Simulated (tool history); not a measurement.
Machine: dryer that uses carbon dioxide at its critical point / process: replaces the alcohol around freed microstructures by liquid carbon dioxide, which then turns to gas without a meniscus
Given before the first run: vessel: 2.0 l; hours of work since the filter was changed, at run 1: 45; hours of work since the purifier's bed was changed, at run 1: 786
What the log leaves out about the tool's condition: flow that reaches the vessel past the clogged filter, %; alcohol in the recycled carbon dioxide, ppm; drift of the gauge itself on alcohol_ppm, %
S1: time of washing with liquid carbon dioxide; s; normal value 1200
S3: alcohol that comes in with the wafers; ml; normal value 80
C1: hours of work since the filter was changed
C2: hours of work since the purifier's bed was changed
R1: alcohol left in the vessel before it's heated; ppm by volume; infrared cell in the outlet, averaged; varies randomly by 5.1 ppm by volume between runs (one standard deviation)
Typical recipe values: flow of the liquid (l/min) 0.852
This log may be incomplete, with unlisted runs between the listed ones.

{"run": 1, "hour": 0.0, "S1": 1200, "flow of the liquid (l/min)": 0.852, "S3": 80, "C1": 45, "C2": 786, "R1": 79}
{"run": 2, "hour": 59.0, "S1": 1200, "flow of the liquid (l/min)": 0.852, "S3": 80, "C1": 83, "C2": 825, "R1": 94}
{"run": 3, "hour": 98.0, "S1": 1200, "flow of the liquid (l/min)": 0.852, "S3": 80, "C1": 109, "C2": 851, "R1": 97}
{"run": 4, "hour": 156.8, "S1": 1200, "flow of the liquid (l/min)": 1.22, "S3": 80, "C1": 147, "C2": 889, "R1": 36}
{"run": 5, "hour": 215.7, "S1": 1200, "flow of the liquid (l/min)": 1.22, "S3": 80, "C1": 186, "C2": 928, "R1": 32}
{"hour": 264.4, "done": "inlet filter changed"}
{"run": 6, "hour": 283.4, "S1": 1200, "flow of the liquid (l/min)": 1.22, "S3": 80, "C1": 12, "C2": 972, "R1": 34}
{"run": 7, "hour": 312.4, "S1": 1200, "flow of the liquid (l/min)": 1.22, "S3": 80, "C1": 32, "C2": 991, "R1": 33}
{"run": 8, "hour": 368.1, "S1": 1200, "flow of the liquid (l/min)": 1.22, "S3": 73, "C1": 68, "C2": 1027, "R1": 22}
{"run": 9, "hour": 401.5, "S1": 1200, "flow of the liquid (l/min)": 1.22, "S3": 73, "C1": 90, "C2": 1049, "R1": 27}
{"run": 10, "hour": 431.6, "S1": 1320, "flow of the liquid (l/min)": 0.982, "S3": 48, "C1": 110, "C2": 1069, "R1": 27}
{"run": 11, "hour": 481.1, "S1": 1320, "flow of the liquid (l/min)": 0.982, "S3": 48, "C1": 142, "C2": 1101, "R1": 45}
{"run": 12, "hour": 532.1, "S1": 1140, "flow of the liquid (l/min)": 1.335, "S3": 49, "C1": 176, "C2": 1135, "R1": 35}
{"run": 13, "hour": 567.7, "S1": 1200, "flow of the liquid (l/min)": 0.852, "S3": 33, "C1": 199, "C2": 1158, "R1": 66}
{"hour": 595.1, "done": "inlet filter changed"}
{"run": 14, "hour": 628.2, "S1": 900, "flow of the liquid (l/min)": 0.953, "S3": 80, "C1": 22, "C2": 1197, "R1": 179}
{"run": 15, "hour": 667.2, "S1": 900, "flow of the liquid (l/min)": 0.953, "S3": 80, "C1": 47, "C2": 1223, "R1": 188}
{"run": 16, "hour": 734.4, "S1": 1380, "flow of the liquid (l/min)": 0.852, "S3": 38, "C1": 91, "C2": 1267, "R1": 48}
{"run": 17, "hour": 772.2, "S1": 1380, "flow of the liquid (l/min)": 1.254, "S3": 55, "C1": 116, "C2": 1292, "R1": 40}
{"run": 18, "hour": 809.7, "S1": 1380, "flow of the liquid (l/min)": 1.254, "S3": 55, "C1": 141, "C2": 1316, "R1": 33}

Branching from run 18: 5 alternative next runs. What would each branch give?
{"run": "A", "hour": 860.3, "S1": 1620, "flow of the liquid (l/min)": 0.547, "S3": 26, "C1": 174, "C2": 1349, "R1": "?"}
{"run": "B", "hour": 860.3, "S1": 1080, "flow of the liquid (l/min)": 0.552, "S3": 82, "C1": 174, "C2": 1349, "R1": "?"}
{"run": "C", "hour": 860.3, "S1": 1380, "flow of the liquid (l/min)": 0.696, "S3": 55, "C1": 174, "C2": 1349, "R1": "?"}
{"run": "D", "hour": 860.3, "S1": 1740, "flow of the liquid (l/min)": 1.013, "S3": 64, "C1": 174, "C2": 1349, "R1": "?"}
{"run": "E", "hour": 860.3, "S1": 780, "flow of the liquid (l/min)": 1.254, "S3": 79, "C1": 174, "C2": 1349, "R1": "?"}

run=A R1=123
run=B R1=1297
run=C R1=119
run=D R1=41
run=E R1=123
With the hidden condition removed and each run's random variation left untouched, the same runs would have given:
run=A R1=65
run=B R1=945
run=C R1=53
run=D R1=9
run=E R1=56
